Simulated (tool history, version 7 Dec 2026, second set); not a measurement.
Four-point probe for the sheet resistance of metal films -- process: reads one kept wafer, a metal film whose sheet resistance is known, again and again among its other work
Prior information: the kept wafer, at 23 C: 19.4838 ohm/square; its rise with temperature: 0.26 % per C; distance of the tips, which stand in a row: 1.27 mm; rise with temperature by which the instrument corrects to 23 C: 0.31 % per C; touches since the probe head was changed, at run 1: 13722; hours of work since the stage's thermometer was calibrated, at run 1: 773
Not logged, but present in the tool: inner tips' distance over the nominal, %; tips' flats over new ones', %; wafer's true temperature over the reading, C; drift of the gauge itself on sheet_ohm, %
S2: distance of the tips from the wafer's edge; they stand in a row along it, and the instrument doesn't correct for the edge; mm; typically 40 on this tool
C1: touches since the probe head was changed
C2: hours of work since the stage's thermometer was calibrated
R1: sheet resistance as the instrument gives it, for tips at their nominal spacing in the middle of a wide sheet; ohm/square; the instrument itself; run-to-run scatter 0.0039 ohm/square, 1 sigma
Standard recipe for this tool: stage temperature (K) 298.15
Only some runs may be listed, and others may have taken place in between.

run 1 hour=0.0 | stage_temperature_(K)=298.15 S2=40 | C1=13722 C2=773 | R1=19.354814
run 2 hour=8.2 | stage_temperature_(K)=298.15 S2=40 | C1=13909 C2=778 | R1=19.356062
run 3 hour=26.3 | stage_temperature_(K)=304.15 S2=40 | C1=14321 C2=790 | R1=19.298639
run 4 hour=41.9 | stage_temperature_(K)=304.15 S2=40 | C1=14677 C2=799 | R1=19.296954
run 5 hour=51.6 | stage_temperature_(K)=304.15 S2=40 | C1=14899 C2=806 | R1=19.299347
run 6 hour=63.6 | stage_temperature_(K)=304.15 S2=40 | C1=15172 C2=813 | R1=19.297696
run 7 hour=75.9 | stage_temperature_(K)=298.15 S2=40 | C1=15454 C2=821 | R1=19.347177
run 8 hour=94.2 | stage_temperature_(K)=298.15 S2=14 | C1=15871 C2=832 | R1=19.421433
run 9 hour=110.7 | stage_temperature_(K)=298.15 S2=40 | C1=16248 C2=843 | R1=19.349385
run 10 hour=122.3 | stage_temperature_(K)=298.15 S2=40 | C1=16513 C2=850 | R1=19.343919
run 11 hour=137.7 | stage_temperature_(K)=298.15 S2=40 | C1=16864 C2=859 | R1=19.339316
run 12 hour=151.1 | stage_temperature_(K)=298.15 S2=40 | C1=17170 C2=868 | R1=19.336089
run 13 hour=166.0 | stage_temperature_(K)=298.15 S2=31 | C1=17510 C2=877 | R1=19.343616
run 14 hour=184.5 | stage_temperature_(K)=298.15 S2=31 | C1=17931 C2=889 | R1=19.347314
run 15 hour=196.2 | stage_temperature_(K)=298.15 S2=31 | C1=18198 C2=896 | R1=19.348612
run 16 hour=214.6 | stage_temperature_(K)=292.15 S2=40 | C1=18618 C2=907 | R1=19.389725
run 17 hour=231.1 | stage_temperature_(K)=292.15 S2=40 | C1=18995 C2=918 | R1=19.388407
run 18 hour=240.3 | stage_temperature_(K)=292.15 S2=40 | C1=19204 C2=924 | R1=19.384171
run 19 hour=250.6 | stage_temperature_(K)=292.15 S2=40 | C1=19441 C2=930 | R1=19.387232
run 20 hour=268.6 | stage_temperature_(K)=298.15 S2=40 | C1=19851 C2=941 | R1=19.322862
run 21 hour=277.2 | stage_temperature_(K)=296.15 S2=40 | C1=20047 C2=947 | R1=19.351492
run 22 hour=288.0 | stage_temperature_(K)=293.15 S2=40 | C1=20294 C2=953 | R1=19.366710
run 23 hour=301.4 | stage_temperature_(K)=291.15 S2=35 | C1=20599 C2=962 | R1=19.393689
run 24 hour=313.7 | stage_temperature_(K)=291.15 S2=35 | C1=20880 C2=969 | R1=19.393760
run 25 hour=330.9 | stage_temperature_(K)=298.15 S2=14 | C1=21272 C2=980 | R1=19.394291
run 26 hour=347.6 | stage_temperature_(K)=298.15 S2=14 | C1=21652 C2=991 | R1=19.392906
run 27 hour=360.7 | stage_temperature_(K)=299.15 S2=10 | C1=21953 C2=999 | R1=19.470252
run 28 hour=369.4 | stage_temperature_(K)=299.15 S2=10 | C1=22151 C2=1004 | R1=19.460748
run 29 hour=387.5 | stage_temperature_(K)=301.15 S2=50 | C1=22564 C2=1016 | R1=19.286964
run 30 hour=395.9 | stage_temperature_(K)=305.15 S2=71 | C1=22755 C2=1021 | R1=19.249183
run 31 hour=405.0 | stage_temperature_(K)=305.15 S2=71 | C1=22962 C2=1026 | R1=19.247191
run 32 hour=421.1 | stage_temperature_(K)=293.15 S2=8 | C1=23329 C2=1037 | R1=19.605679
run 33 hour=430.9 | stage_temperature_(K)=300.15 S2=6 | C1=23554 C2=1043 | R1=19.736201
run 34 hour=448.1 | stage_temperature_(K)=296.15 S2=8 | C1=23945 C2=1053 | R1=19.584041
run 35 hour=464.1 | stage_temperature_(K)=292.15 S2=27 | C1=24310 C2=1063 | R1=19.374409
run 36 hour=478.3 | stage_temperature_(K)=292.15 S2=27 | C1=24636 C2=1072 | R1=19.375911

What does the tool deliver on the next run?
run 37 hour=495.3 | stage_temperature_(K)=296.15 S2=26 | C1=25022 C2=1083 | R1=?

R1: 19.332553 ohm/square
Were there no unlogged condition in the tool, this run, its random variation unchanged, would have produced R1 19.501702 ohm/square.

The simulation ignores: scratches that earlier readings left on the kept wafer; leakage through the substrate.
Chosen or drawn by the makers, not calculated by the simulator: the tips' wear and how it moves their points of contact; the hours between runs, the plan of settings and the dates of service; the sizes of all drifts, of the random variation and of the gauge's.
